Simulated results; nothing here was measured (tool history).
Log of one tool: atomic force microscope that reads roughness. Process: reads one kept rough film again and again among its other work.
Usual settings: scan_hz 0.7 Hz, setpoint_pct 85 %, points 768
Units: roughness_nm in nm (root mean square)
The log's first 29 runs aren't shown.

run	hour	scan_hz	setpoint_pct	points	roughness_nm
30	998.2	1.699	71	1009	2.17
31	1028.9	1.699	67	587	2.145
# hour 1056.2: new tip fitted
32	1056.2	0.7	69	803	2.494
33	1103.5	2.947	90	475	1.79
34	1146.5	1.957	60	1019	2.304
35	1175.9	1.742	74	1011	2.175
36	1212.1	0.668	60	768	2.306
# hour 1243.6: new tip fitted
37	1250.7	0.668	60	768	2.543
38	1284.4	0.7	85	469	2.323
39	1313.7	0.7	61	768	2.403
40	1345.6	0.7	61	768	2.387
41	1389	2.102	71	489	2.094
# hour 1429.8: new tip fitted
42	1438	0.795	65	542	2.461
43	1480.8	3.53	58	323	2.265
44	1509.4	3.53	58	323	2.214
45	1530.7	3.53	58	323	2.2
46	1572.1	3.53	58	323	2.145
47	1603.6	0.7	58	266	2.218
# hour 1614.8: new tip fitted
48	1635.2	0.7	58	266	2.486
49	1683	0.7	58	266	2.418
50	1729.5	0.7	58	266	2.337
51	1772.8	0.606	69	267	2.258
# hour 1800.3: new tip fitted
52	1824.6	0.654	68	358	2.458

Forecast each of these 3 alternatives for the next run:
A	1854.6	0.654	88	358	?
B	1854.6	0.934	68	358	?
C	1854.6	0.602	55	358	?

run	roughness_nm
A	2.295
B	2.392
C	2.435
Without the tool's hidden state the same runs would have given:
run	roughness_nm
A	2.367
B	2.467
C	2.512

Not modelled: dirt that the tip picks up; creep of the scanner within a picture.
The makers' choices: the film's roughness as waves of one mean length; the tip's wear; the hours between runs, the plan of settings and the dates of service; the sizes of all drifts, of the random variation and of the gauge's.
